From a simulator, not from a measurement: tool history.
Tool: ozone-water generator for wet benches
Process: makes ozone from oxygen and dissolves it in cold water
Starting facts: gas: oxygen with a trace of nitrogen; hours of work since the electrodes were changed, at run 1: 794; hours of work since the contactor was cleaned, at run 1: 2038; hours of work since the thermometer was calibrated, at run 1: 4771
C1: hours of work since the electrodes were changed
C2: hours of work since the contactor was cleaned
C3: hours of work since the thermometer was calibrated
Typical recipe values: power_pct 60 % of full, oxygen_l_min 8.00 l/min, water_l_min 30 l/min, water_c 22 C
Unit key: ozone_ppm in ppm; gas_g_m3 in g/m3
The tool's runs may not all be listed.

Run 1, hour 0.0: usual settings; C1 794; C2 2038; C3 4771. Result: ozone_ppm 12.1 ppm, gas_g_m3 145.6 g/m3.
Run 2, hour 24.3: usual settings but water_l_min 25 l/min; C1 818; C2 2062; C3 4795. Result: ozone_ppm 14.6 ppm, gas_g_m3 145.8 g/m3.
Run 3, hour 55.7: usual settings but water_l_min 25 l/min, water_c 21 C; C1 848; C2 2092; C3 4825. Result: ozone_ppm 14.8 ppm, gas_g_m3 144.1 g/m3.
At hour 68.2: water thermometer calibrated.
Run 4, hour 78.7: usual settings but water_l_min 25 l/min, water_c 21 C; C1 870; C2 2114; C3 10. Result: ozone_ppm 14.7 ppm, gas_g_m3 145.6 g/m3.
Run 5, hour 97.6: usual settings but water_l_min 25 l/min, water_c 21 C; C1 888; C2 2133; C3 29. Result: ozone_ppm 14.7 ppm, gas_g_m3 145.8 g/m3.
Run 6, hour 126.3: usual settings but water_l_min 25 l/min, water_c 21 C; C1 916; C2 2160; C3 56. Result: ozone_ppm 15.1 ppm, gas_g_m3 143.0 g/m3.
Run 7, hour 141.2: usual settings but water_l_min 28 l/min; C1 931; C2 2175; C3 71. Result: ozone_ppm 13.2 ppm, gas_g_m3 144.6 g/m3.
At hour 143.8: water thermometer calibrated, once more.
Run 8, hour 164.2: usual settings but water_l_min 28 l/min; C1 953; C2 2197; C3 20. Result: ozone_ppm 12.9 ppm, gas_g_m3 145.6 g/m3.
Run 9, hour 192.2: usual settings but water_l_min 28 l/min; C1 980; C2 2224; C3 47. Result: ozone_ppm 12.8 ppm, gas_g_m3 144.9 g/m3.
Run 10, hour 217.3: usual settings but water_l_min 28 l/min; C1 1004; C2 2248; C3 71. Result: ozone_ppm 13.1 ppm, gas_g_m3 144.6 g/m3.
Run 11, hour 248.9: usual settings but water_l_min 28 l/min; C1 1035; C2 2279; C3 102. Result: ozone_ppm 13.1 ppm, gas_g_m3 145.6 g/m3.
Run 12, hour 278.3: usual settings but power_pct 89 % of full, water_l_min 43 l/min, water_c 15 C; C1 1064; C2 2308; C3 131. Result: ozone_ppm 11.7 ppm, gas_g_m3 186.3 g/m3.
Run 13, hour 309.0: usual settings but power_pct 89 % of full, water_l_min 43 l/min, water_c 15 C; C1 1094; C2 2338; C3 161. Result: ozone_ppm 11.7 ppm, gas_g_m3 184.5 g/m3.
Run 14, hour 327.9: usual settings but power_pct 77 % of full, water_l_min 24 l/min, water_c 21 C; C1 1112; C2 2356; C3 179. Result: ozone_ppm 18.1 ppm, gas_g_m3 170.5 g/m3.
Run 15, hour 354.7: usual settings but power_pct 96 % of full, oxygen_l_min 12.97 l/min, water_l_min 31 l/min, water_c 24 C; C1 1138; C2 2382; C3 205. Result: ozone_ppm 15.8 ppm, gas_g_m3 161.4 g/m3.
Run 16, hour 370.9: usual settings but power_pct 69 % of full, oxygen_l_min 12.97 l/min, water_l_min 40 l/min, water_c 24 C; C1 1154; C2 2398; C3 221. Result: ozone_ppm 10.0 ppm, gas_g_m3 130.8 g/m3.
Run 17, hour 386.3: usual settings but power_pct 61 % of full, oxygen_l_min 12.97 l/min, water_l_min 40 l/min, water_c 19 C; C1 1169; C2 2413; C3 236. Result: ozone_ppm 10.2 ppm, gas_g_m3 120.1 g/m3.
Run 18, hour 407.9: usual settings but power_pct 45 % of full, oxygen_l_min 6.09 l/min, water_l_min 21 l/min, water_c 19 C; C1 1190; C2 2434; C3 257. Result: ozone_ppm 14.3 ppm, gas_g_m3 135.0 g/m3.
Run 19, hour 426.1: usual settings but power_pct 45 % of full, oxygen_l_min 6.09 l/min, water_l_min 21 l/min, water_c 19 C; C1 1207; C2 2452; C3 275. Result: ozone_ppm 14.7 ppm, gas_g_m3 133.3 g/m3.
Run 20, hour 458.4: usual settings but power_pct 45 % of full, oxygen_l_min 6.09 l/min, water_l_min 36 l/min, water_c 19 C; C1 1239; C2 2483; C3 306. Result: ozone_ppm 8.2 ppm, gas_g_m3 133.8 g/m3.

Here are 3 independent what-if runs from the current tool condition. What would each one return?
Run A, hour 487.4: usual settings but power_pct 98 % of full, oxygen_l_min 6.09 l/min, water_l_min 27 l/min, water_c 30 C; C1 1267; C2 2511; C3 334. Result: ozone_ppm ?, gas_g_m3 ?.
Run B, hour 487.4: usual settings but power_pct 67 % of full; C1 1267; C2 2511; C3 334. Result: ozone_ppm ?, gas_g_m3 ?.
Run C, hour 487.4: usual settings but power_pct 40 % of full, oxygen_l_min 13.75 l/min, water_l_min 20 l/min; C1 1267; C2 2511; C3 334. Result: ozone_ppm ?, gas_g_m3 ?.

run  ozone_ppm  gas_g_m3
  A       15.8     219.3
  B       13.0     155.2
  C       13.0      89.3
Without the tool's hidden state the same runs would have given:
run  ozone_ppm  gas_g_m3
  A       16.7     224.0
  B       13.7     157.9
  C       13.6      90.3

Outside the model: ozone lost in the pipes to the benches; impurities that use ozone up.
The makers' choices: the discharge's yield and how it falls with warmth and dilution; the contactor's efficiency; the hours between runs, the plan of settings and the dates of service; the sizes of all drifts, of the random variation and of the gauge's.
